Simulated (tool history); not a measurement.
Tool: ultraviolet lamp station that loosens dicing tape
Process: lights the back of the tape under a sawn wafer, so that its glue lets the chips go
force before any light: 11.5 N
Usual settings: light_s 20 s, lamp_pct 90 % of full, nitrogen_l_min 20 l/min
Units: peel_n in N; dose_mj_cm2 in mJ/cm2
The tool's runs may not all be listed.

run 1 hour=0.0 | light_s=20 lamp_pct=90 nitrogen_l_min=20 | peel_n=0.655 dose_mj_cm2=573
run 2 hour=16.2 | light_s=20 lamp_pct=90 nitrogen_l_min=20 | peel_n=0.658 dose_mj_cm2=566
run 3 hour=36.6 | light_s=20 lamp_pct=90 nitrogen_l_min=20 | peel_n=0.629 dose_mj_cm2=567
run 4 hour=54.4 | light_s=20 lamp_pct=90 nitrogen_l_min=20 | peel_n=0.640 dose_mj_cm2=570
run 5 hour=68.0 | light_s=20 lamp_pct=90 nitrogen_l_min=20 | peel_n=0.664 dose_mj_cm2=571
run 6 hour=92.6 | light_s=20 lamp_pct=90 nitrogen_l_min=20 | peel_n=0.613 dose_mj_cm2=572
run 7 hour=119.7 | light_s=20 lamp_pct=90 nitrogen_l_min=20 | peel_n=0.676 dose_mj_cm2=572
run 8 hour=138.9 | light_s=39 lamp_pct=90 nitrogen_l_min=20 | peel_n=0.242 dose_mj_cm2=1116
run 9 hour=156.1 | light_s=39 lamp_pct=90 nitrogen_l_min=20 | peel_n=0.243 dose_mj_cm2=1109
run 10 hour=180.2 | light_s=39 lamp_pct=90 nitrogen_l_min=20 | peel_n=0.234 dose_mj_cm2=1123
-- hour=192.5 window cleaned of glue's vapour
run 11 hour=201.1 | light_s=11 lamp_pct=81 nitrogen_l_min=9 | peel_n=3.410 dose_mj_cm2=281
run 12 hour=216.0 | light_s=11 lamp_pct=81 nitrogen_l_min=9 | peel_n=3.454 dose_mj_cm2=281
run 13 hour=228.9 | light_s=11 lamp_pct=81 nitrogen_l_min=9 | peel_n=3.535 dose_mj_cm2=281
run 14 hour=244.4 | light_s=32 lamp_pct=65 nitrogen_l_min=11 | peel_n=0.736 dose_mj_cm2=660
run 15 hour=268.8 | light_s=20 lamp_pct=68 nitrogen_l_min=20 | peel_n=1.192 dose_mj_cm2=423
-- hour=296.8 lamp changed
run 16 hour=296.8 | light_s=20 lamp_pct=68 nitrogen_l_min=20 | peel_n=1.197 dose_mj_cm2=429
run 17 hour=315.7 | light_s=22 lamp_pct=90 nitrogen_l_min=25 | peel_n=0.461 dose_mj_cm2=626

Hidden state or all else? Some run-to-run changes of dose_mj_cm2, split into what the settings, what came in and random variation would give without the hidden state, and what is left for the hidden state (with any gauge scatter that isn't in both results):
The hidden state here: lamp's light, % of a new lamp's; light that the window lets through, % of a clean one's; drift of the gauge itself on peel_n, %; drift of the gauge itself on dose_mj_cm2, %.
Run 10 -> 11: light_s 39 -> 11, lamp_pct 90 -> 81, nitrogen_l_min 20 -> 9, window cleaned of glue's vapour. dose_mj_cm2 -842 mJ/cm2: hidden state +4, all else -846.
